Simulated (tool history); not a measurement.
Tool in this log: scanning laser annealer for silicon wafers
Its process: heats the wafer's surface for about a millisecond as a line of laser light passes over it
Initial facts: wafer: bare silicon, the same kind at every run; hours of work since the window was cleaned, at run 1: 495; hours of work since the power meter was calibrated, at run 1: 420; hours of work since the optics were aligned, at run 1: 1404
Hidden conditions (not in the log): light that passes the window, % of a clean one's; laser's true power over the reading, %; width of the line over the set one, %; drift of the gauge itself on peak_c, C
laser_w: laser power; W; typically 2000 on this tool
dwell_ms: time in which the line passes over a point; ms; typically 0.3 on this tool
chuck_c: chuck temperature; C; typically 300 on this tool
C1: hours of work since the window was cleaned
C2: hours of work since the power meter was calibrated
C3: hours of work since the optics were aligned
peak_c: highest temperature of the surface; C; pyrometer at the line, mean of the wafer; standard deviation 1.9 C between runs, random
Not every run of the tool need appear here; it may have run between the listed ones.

{"run": 1, "hour": 0.0, "laser_w": 2000, "dwell_ms": 0.3, "chuck_c": 300, "C1": 495, "C2": 420, "C3": 1404, "peak_c": 1053}
{"run": 2, "hour": 22.2, "laser_w": 2000, "dwell_ms": 0.3, "chuck_c": 300, "C1": 510, "C2": 435, "C3": 1418, "peak_c": 1052}
{"run": 3, "hour": 34.6, "laser_w": 2000, "dwell_ms": 0.3, "chuck_c": 300, "C1": 518, "C2": 443, "C3": 1426, "peak_c": 1050}
{"run": 4, "hour": 53.0, "laser_w": 2000, "dwell_ms": 0.3, "chuck_c": 300, "C1": 531, "C2": 455, "C3": 1439, "peak_c": 1048}
{"run": 5, "hour": 65.4, "laser_w": 2000, "dwell_ms": 0.3, "chuck_c": 300, "C1": 539, "C2": 463, "C3": 1447, "peak_c": 1052}
{"run": 6, "hour": 86.3, "laser_w": 1856, "dwell_ms": 0.3, "chuck_c": 300, "C1": 553, "C2": 477, "C3": 1461, "peak_c": 979}
{"run": 7, "hour": 106.9, "laser_w": 1856, "dwell_ms": 0.3, "chuck_c": 300, "C1": 566, "C2": 491, "C3": 1474, "peak_c": 980}
{"run": 8, "hour": 131.0, "laser_w": 2000, "dwell_ms": 0.348, "chuck_c": 300, "C1": 582, "C2": 507, "C3": 1490, "peak_c": 1108}
{"run": 9, "hour": 152.3, "laser_w": 2000, "dwell_ms": 0.346, "chuck_c": 300, "C1": 596, "C2": 521, "C3": 1504, "peak_c": 1105}
{"hour": 162.3, "done": "optics aligned, line set to its width"}
{"run": 10, "hour": 169.2, "laser_w": 2000, "dwell_ms": 0.248, "chuck_c": 300, "C1": 604, "C2": 529, "C3": 5, "peak_c": 990}
{"run": 11, "hour": 194.9, "laser_w": 2000, "dwell_ms": 0.248, "chuck_c": 300, "C1": 621, "C2": 546, "C3": 22, "peak_c": 988}
{"run": 12, "hour": 214.9, "laser_w": 2000, "dwell_ms": 0.248, "chuck_c": 300, "C1": 635, "C2": 559, "C3": 35, "peak_c": 987}
{"run": 13, "hour": 228.6, "laser_w": 2000, "dwell_ms": 0.336, "chuck_c": 300, "C1": 644, "C2": 568, "C3": 44, "peak_c": 1106}
{"run": 14, "hour": 243.5, "laser_w": 2000, "dwell_ms": 0.336, "chuck_c": 300, "C1": 653, "C2": 578, "C3": 54, "peak_c": 1105}
{"run": 15, "hour": 261.4, "laser_w": 2000, "dwell_ms": 0.3, "chuck_c": 300, "C1": 665, "C2": 590, "C3": 66, "peak_c": 1055}
{"run": 16, "hour": 279.8, "laser_w": 2000, "dwell_ms": 0.3, "chuck_c": 300, "C1": 678, "C2": 602, "C3": 78, "peak_c": 1056}
{"run": 17, "hour": 300.1, "laser_w": 2000, "dwell_ms": 0.3, "chuck_c": 300, "C1": 691, "C2": 615, "C3": 91, "peak_c": 1054}
{"run": 18, "hour": 313.4, "laser_w": 2000, "dwell_ms": 0.272, "chuck_c": 300, "C1": 700, "C2": 624, "C3": 100, "peak_c": 1016}
{"run": 19, "hour": 331.2, "laser_w": 2000, "dwell_ms": 0.272, "chuck_c": 300, "C1": 712, "C2": 636, "C3": 112, "peak_c": 1017}
{"run": 20, "hour": 355.7, "laser_w": 1931, "dwell_ms": 0.276, "chuck_c": 297, "C1": 728, "C2": 652, "C3": 128, "peak_c": 985}
{"run": 21, "hour": 379.3, "laser_w": 1931, "dwell_ms": 0.276, "chuck_c": 297, "C1": 743, "C2": 668, "C3": 144, "peak_c": 982}
{"run": 22, "hour": 393.4, "laser_w": 1931, "dwell_ms": 0.276, "chuck_c": 297, "C1": 753, "C2": 677, "C3": 153, "peak_c": 984}
{"run": 23, "hour": 419.0, "laser_w": 1991, "dwell_ms": 0.318, "chuck_c": 270, "C1": 770, "C2": 694, "C3": 170, "peak_c": 1036}
{"run": 24, "hour": 445.7, "laser_w": 2031, "dwell_ms": 0.294, "chuck_c": 300, "C1": 787, "C2": 712, "C3": 188, "peak_c": 1059}
{"run": 25, "hour": 472.7, "laser_w": 2031, "dwell_ms": 0.294, "chuck_c": 300, "C1": 805, "C2": 730, "C3": 206, "peak_c": 1053}
{"hour": 477.7, "done": "laser's power meter calibrated"}
{"run": 26, "hour": 492.9, "laser_w": 1914, "dwell_ms": 0.294, "chuck_c": 300, "C1": 817, "C2": 10, "C3": 217, "peak_c": 996}
{"run": 27, "hour": 520.9, "laser_w": 1952, "dwell_ms": 0.286, "chuck_c": 300, "C1": 835, "C2": 29, "C3": 236, "peak_c": 1003}
{"run": 28, "hour": 532.6, "laser_w": 1932, "dwell_ms": 0.217, "chuck_c": 287, "C1": 843, "C2": 36, "C3": 243, "peak_c": 887}
{"hour": 552.3, "done": "laser's power meter calibrated, once more"}
{"run": 29, "hour": 557.9, "laser_w": 1895, "dwell_ms": 0.337, "chuck_c": 266, "C1": 858, "C2": 4, "C3": 258, "peak_c": 1005}
{"run": 30, "hour": 577.8, "laser_w": 1895, "dwell_ms": 0.337, "chuck_c": 266, "C1": 871, "C2": 17, "C3": 271, "peak_c": 1005}
{"run": 31, "hour": 599.6, "laser_w": 1895, "dwell_ms": 0.337, "chuck_c": 266, "C1": 885, "C2": 31, "C3": 286, "peak_c": 1004}
{"run": 32, "hour": 615.5, "laser_w": 1895, "dwell_ms": 0.337, "chuck_c": 266, "C1": 896, "C2": 42, "C3": 296, "peak_c": 1004}
{"run": 33, "hour": 640.2, "laser_w": 1895, "dwell_ms": 0.337, "chuck_c": 266, "C1": 912, "C2": 58, "C3": 313, "peak_c": 1004}
{"run": 34, "hour": 668.6, "laser_w": 1895, "dwell_ms": 0.301, "chuck_c": 297, "C1": 931, "C2": 77, "C3": 332, "peak_c": 991}
{"run": 35, "hour": 680.1, "laser_w": 2168, "dwell_ms": 0.321, "chuck_c": 264, "C1": 939, "C2": 85, "C3": 339, "peak_c": 1121}
{"run": 36, "hour": 693.0, "laser_w": 2119, "dwell_ms": 0.26, "chuck_c": 293, "C1": 947, "C2": 93, "C3": 348, "peak_c": 1037}
{"run": 37, "hour": 717.4, "laser_w": 1761, "dwell_ms": 0.244, "chuck_c": 261, "C1": 964, "C2": 109, "C3": 364, "peak_c": 825}
{"hour": 725.3, "done": "window over the wafer cleaned"}
{"run": 38, "hour": 739.5, "laser_w": 2057, "dwell_ms": 0.335, "chuck_c": 325, "C1": 9, "C2": 123, "C3": 377, "peak_c": 1188}

Branching from run 38: 4 alternative next runs. What would each branch give?
{"run": "A", "hour": 766.7, "laser_w": 2000, "dwell_ms": 0.336, "chuck_c": 296, "C1": 27, "C2": 141, "C3": 395, "peak_c": "?"}
{"run": "B", "hour": 766.7, "laser_w": 2057, "dwell_ms": 0.335, "chuck_c": 318, "C1": 27, "C2": 141, "C3": 395, "peak_c": "?"}
{"run": "C", "hour": 766.7, "laser_w": 1757, "dwell_ms": 0.31, "chuck_c": 305, "C1": 27, "C2": 141, "C3": 395, "peak_c": "?"}
{"run": "D", "hour": 766.7, "laser_w": 1933, "dwell_ms": 0.226, "chuck_c": 300, "C1": 27, "C2": 141, "C3": 395, "peak_c": "?"}

run=A peak_c=1129
run=B peak_c=1181
run=C peak_c=977
run=D peak_c=949
With no hidden state in the tool, these same runs would have given:
run=A peak_c=1142
run=B peak_c=1194
run=C peak_c=987
run=D peak_c=959
